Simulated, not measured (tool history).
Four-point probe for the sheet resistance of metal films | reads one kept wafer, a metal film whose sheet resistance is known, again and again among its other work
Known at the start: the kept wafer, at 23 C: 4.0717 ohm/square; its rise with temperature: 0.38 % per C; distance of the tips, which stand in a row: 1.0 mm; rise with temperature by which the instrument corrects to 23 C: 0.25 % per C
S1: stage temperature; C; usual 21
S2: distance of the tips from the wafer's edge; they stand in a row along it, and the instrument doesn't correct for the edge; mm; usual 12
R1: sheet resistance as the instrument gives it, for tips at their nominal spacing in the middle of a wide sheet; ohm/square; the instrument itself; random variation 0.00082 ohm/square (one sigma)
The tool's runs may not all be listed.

Run 1, hour 0.0: usual settings. Result: R1 4.039862 ohm/square.
Run 2, hour 58.8: usual settings. Result: R1 4.036616 ohm/square.
Run 3, hour 107.2: usual settings but S1 35 C. Result: R1 4.108237 ohm/square.
Run 4, hour 150.1: usual settings but S1 35 C, S2 3 mm. Result: R1 4.321413 ohm/square.
Run 5, hour 196.4: usual settings but S1 35 C, S2 3 mm. Result: R1 4.320278 ohm/square.
Run 6, hour 241.0: usual settings but S1 35 C, S2 3 mm. Result: R1 4.317371 ohm/square.
Run 7, hour 320.8: usual settings. Result: R1 4.028541 ohm/square.
Run 8, hour 395.3: usual settings. Result: R1 4.026239 ohm/square.
Run 9, hour 477.3: usual settings. Result: R1 4.023806 ohm/square.
Run 10, hour 565.2: usual settings but S1 24 C. Result: R1 4.037238 ohm/square.
At hour 636.6: new probe head fitted.
Run 11, hour 647.6: usual settings but S1 24 C. Result: R1 4.079399 ohm/square.
Run 12, hour 706.6: usual settings. Result: R1 4.062201 ohm/square.
Run 13, hour 798.9: usual settings. Result: R1 4.058030 ohm/square.
Run 14, hour 874.1: usual settings. Result: R1 4.055379 ohm/square.
Run 15, hour 921.0: usual settings but S2 20 mm. Result: R1 4.043477 ohm/square.
Run 16, hour 994.9: usual settings. Result: R1 4.051811 ohm/square.
At hour 1091.5: stage's thermometer calibrated.
Run 17, hour 1091.5: usual settings. Result: R1 4.047829 ohm/square.
Run 18, hour 1158.3: usual settings. Result: R1 4.046872 ohm/square.
Run 19, hour 1216.6: usual settings but S1 26 C. Result: R1 4.069198 ohm/square.
Run 20, hour 1297.5: usual settings but S1 26 C. Result: R1 4.066961 ohm/square.
Run 21, hour 1342.0: usual settings. Result: R1 4.040447 ohm/square.
Run 22, hour 1398.1: usual settings. Result: R1 4.036211 ohm/square.
Run 23, hour 1472.6: usual settings. Result: R1 4.035145 ohm/square.
At hour 1489.6: stage's thermometer calibrated, once more.
Run 24, hour 1562.2: usual settings but S2 19 mm. Result: R1 4.027594 ohm/square.
Run 25, hour 1647.1: usual settings but S2 19 mm. Result: R1 4.023561 ohm/square.
Run 26, hour 1705.0: usual settings but S1 26 C, S2 9 mm. Result: R1 4.069276 ohm/square.
Run 27, hour 1745.6: usual settings but S1 23 C, S2 9 mm. Result: R1 4.053099 ohm/square.
Run 28, hour 1834.2: usual settings but S1 23 C, S2 60 mm. Result: R1 4.024856 ohm/square.
Run 29, hour 1927.6: usual settings but S1 23 C, S2 60 mm. Result: R1 4.021357 ohm/square.
Run 30, hour 1969.8: usual settings but S1 23 C, S2 60 mm. Result: R1 4.018431 ohm/square.
Run 31, hour 2009.6: usual settings but S1 24 C, S2 31 mm. Result: R1 4.022812 ohm/square.
Run 32, hour 2050.4: usual settings but S1 24 C, S2 31 mm. Result: R1 4.023452 ohm/square.
Run 33, hour 2117.3: usual settings but S1 35 C, S2 3 mm. Result: R1 4.303425 ohm/square.
Run 34, hour 2206.8: usual settings but S1 35 C, S2 3 mm. Result: R1 4.301432 ohm/square.
Run 35, hour 2278.7: usual settings but S1 29 C, S2 4 mm. Result: R1 4.169923 ohm/square.
Run 36, hour 2364.5: usual settings but S1 29 C, S2 4 mm. Result: R1 4.167658 ohm/square.
Run 37, hour 2423.6: usual settings but S1 25 C, S2 21 mm. Result: R1 4.018232 ohm/square.
At hour 2440.1: new probe head fitted.
Run 38, hour 2486.9: usual settings but S1 19 C, S2 5 mm. Result: R1 4.130222 ohm/square.
Run 39, hour 2546.7: usual settings but S1 19 C, S2 5 mm. Result: R1 4.127788 ohm/square.
Run 40, hour 2585.7: usual settings but S1 19 C, S2 5 mm. Result: R1 4.127773 ohm/square.
Run 41, hour 2650.8: usual settings but S1 18 C, S2 59 mm. Result: R1 4.033264 ohm/square.
Run 42, hour 2707.5: usual settings but S1 23 C, S2 52 mm. Result: R1 4.059576 ohm/square.
Run 43, hour 2765.2: usual settings but S1 24 C, S2 51 mm. Result: R1 4.061769 ohm/square.
Run 44, hour 2807.3: usual settings but S1 24 C, S2 51 mm. Result: R1 4.061758 ohm/square.

The same runs without the tool's hidden state, with the same run-to-run variation:
The hidden state here: inner tips' distance over the nominal, %; tips' flats over new ones', %; wafer's true temperature over the reading, C; drift of the gauge itself on sheet_ohm, %.
run        R1
  1  4.077044
  2  4.075829
  3  4.149696
  4  4.366345
  5  4.366814
  6  4.365407
  7  4.076532
  8  4.076824
  9  4.077161
 10  4.093733
 11  4.092908
 12  4.077495
 13  4.076428
 14  4.076399
 15  4.065854
 16  4.076487
 17  4.076431
 18  4.077775
 19  4.102289
 20  4.102726
 21  4.077576
 22  4.075329
 23  4.076699
 24  4.066784
 25  4.065619
 26  4.113961
 27  4.099045
 28  4.073365
 29  4.073132
 30  4.071690
 31  4.077675
 32  4.079590
 33  4.365765
 34  4.367012
 35  4.236172
 36  4.236675
 37  4.086846
 38  4.136103
 39  4.135742
 40  4.136988
 41  4.044556
 42  4.072769
 43  4.076926
 44  4.078380
